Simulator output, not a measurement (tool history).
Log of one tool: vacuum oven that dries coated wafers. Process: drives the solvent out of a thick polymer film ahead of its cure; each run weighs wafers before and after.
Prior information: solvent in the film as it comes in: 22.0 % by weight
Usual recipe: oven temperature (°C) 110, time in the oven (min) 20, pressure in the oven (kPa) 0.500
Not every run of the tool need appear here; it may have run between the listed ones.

Run 1, hour 0.0: usual settings. Result: solvent left in the film (%) 1.33.
Run 2, hour 39.5: usual settings. Result: solvent left in the film (%) 1.29.
Run 3, hour 108.1: usual settings. Result: solvent left in the film (%) 1.33.
Run 4, hour 151.2: usual settings but time in the oven (min) 30. Result: solvent left in the film (%) 0.58.
Run 5, hour 201.9: usual settings. Result: solvent left in the film (%) 1.31.
Run 6, hour 269.2: usual settings but oven temperature (°C) 125, time in the oven (min) 16. Result: solvent left in the film (%) 0.41.
Run 7, hour 313.7: usual settings but oven temperature (°C) 125, time in the oven (min) 25, pressure in the oven (kPa) 0.273. Result: solvent left in the film (%) 0.28.
Run 8, hour 354.2: usual settings but oven temperature (°C) 112, time in the oven (min) 25, pressure in the oven (kPa) 0.797. Result: solvent left in the film (%) 0.98.
Run 9, hour 401.3: usual settings but oven temperature (°C) 112, time in the oven (min) 25, pressure in the oven (kPa) 0.797. Result: solvent left in the film (%) 0.97.
Run 10, hour 433.2: usual settings but oven temperature (°C) 112, time in the oven (min) 25, pressure in the oven (kPa) 0.797. Result: solvent left in the film (%) 1.05.

Not shown: 1 entry that the log had between the listed runs. Between which runs, and how does the tool's hidden state differ before and after?
Run 5 -> run 6: vacuum gauge cleaned of residue and calibrated (hour 207.9)
  true wafer temperature over the reading, C: -1.23 -> -1.31; true pressure over the reading, kPa: 0.481 -> 0.773
  the result without the hidden state subtracted from the measured one, solvent left in the film (%): +0.42 -> +0.25
